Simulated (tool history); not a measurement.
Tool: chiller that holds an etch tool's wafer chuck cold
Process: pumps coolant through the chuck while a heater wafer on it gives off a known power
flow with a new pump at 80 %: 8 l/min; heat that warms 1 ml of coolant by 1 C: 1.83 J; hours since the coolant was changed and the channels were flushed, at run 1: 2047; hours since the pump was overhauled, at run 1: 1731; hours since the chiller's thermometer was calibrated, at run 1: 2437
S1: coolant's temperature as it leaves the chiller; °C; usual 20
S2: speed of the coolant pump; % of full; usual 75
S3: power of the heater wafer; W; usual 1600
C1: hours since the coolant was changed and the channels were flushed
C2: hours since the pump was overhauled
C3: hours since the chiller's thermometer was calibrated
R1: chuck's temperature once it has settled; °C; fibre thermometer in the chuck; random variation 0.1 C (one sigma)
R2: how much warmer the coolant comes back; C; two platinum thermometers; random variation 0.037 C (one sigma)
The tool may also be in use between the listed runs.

run 1 hour=0.0 | S1=20 S2=75 S3=1600 | C1=2047 C2=1731 C3=2437 | R1=41.4 R2=6.99
run 2 hour=61.4 | S1=20 S2=75 S3=1600 | C1=2108 C2=1792 C3=2499 | R1=41.4 R2=7.04
run 3 hour=139.3 | S1=20 S2=75 S3=1600 | C1=2186 C2=1870 C3=2576 | R1=41.7 R2=7.03
run 4 hour=252.9 | S1=12 S2=75 S3=1600 | C1=2300 C2=1984 C3=2690 | R1=33.4 R2=7.03
run 5 hour=393.7 | S1=12 S2=75 S3=1600 | C1=2441 C2=2125 C3=2831 | R1=33.6 R2=7.06
run 6 hour=536.4 | S1=12 S2=75 S3=1600 | C1=2583 C2=2267 C3=2973 | R1=33.5 R2=7.02
run 7 hour=652.3 | S1=12 S2=75 S3=1600 | C1=2699 C2=2383 C3=3089 | R1=33.4 R2=7.03
run 8 hour=772.8 | S1=12 S2=75 S3=1600 | C1=2820 C2=2504 C3=3210 | R1=33.5 R2=7.09
-- hour=795.9 chiller's thermometer calibrated
run 9 hour=844.0 | S1=20 S2=75 S3=1600 | C1=2890 C2=2574 C3=48 | R1=41.5 R2=7.07
run 10 hour=986.1 | S1=18 S2=75 S3=1600 | C1=3032 C2=2716 C3=190 | R1=39.3 R2=7.06
run 11 hour=1122.9 | S1=18 S2=75 S3=1600 | C1=3169 C2=2853 C3=327 | R1=39.4 R2=7.05
run 12 hour=1201.3 | S1=20 S2=75 S3=1600 | C1=3247 C2=2931 C3=405 | R1=41.6 R2=7.10
run 13 hour=1260.0 | S1=20 S2=75 S3=1600 | C1=3306 C2=2990 C3=464 | R1=41.4 R2=7.12
run 14 hour=1397.4 | S1=23 S2=75 S3=1600 | C1=3443 C2=3127 C3=602 | R1=44.4 R2=7.14
run 15 hour=1488.7 | S1=23 S2=75 S3=1600 | C1=3535 C2=3219 C3=693 | R1=44.6 R2=7.07
run 16 hour=1621.4 | S1=23 S2=75 S3=1600 | C1=3667 C2=3351 C3=826 | R1=44.4 R2=7.15
run 17 hour=1753.6 | S1=23 S2=75 S3=1600 | C1=3800 C2=3484 C3=958 | R1=44.5 R2=7.13
run 18 hour=1897.1 | S1=10 S2=67 S3=1413 | C1=3943 C2=3627 C3=1101 | R1=31.0 R2=7.11
run 19 hour=1976.3 | S1=20 S2=87 S3=1600 | C1=4022 C2=3706 C3=1180 | R1=39.1 R2=6.19
run 20 hour=2058.8 | S1=20 S2=87 S3=1600 | C1=4105 C2=3789 C3=1263 | R1=38.9 R2=6.16
run 21 hour=2162.1 | S1=20 S2=87 S3=1759 | C1=4208 C2=3892 C3=1366 | R1=40.8 R2=6.76
run 22 hour=2284.4 | S1=20 S2=87 S3=1759 | C1=4330 C2=4014 C3=1489 | R1=40.9 R2=6.74

Forecast run 23:
run 23 hour=2387.8 | S1=20 S2=87 S3=1759 | C1=4434 C2=4118 C3=1592 | R1=? R2=?

R1: 40.9 °C
R2: 6.77 C
Without the tool's hidden state the same run would have given R1 40.9 °C, R2 6.59 C.
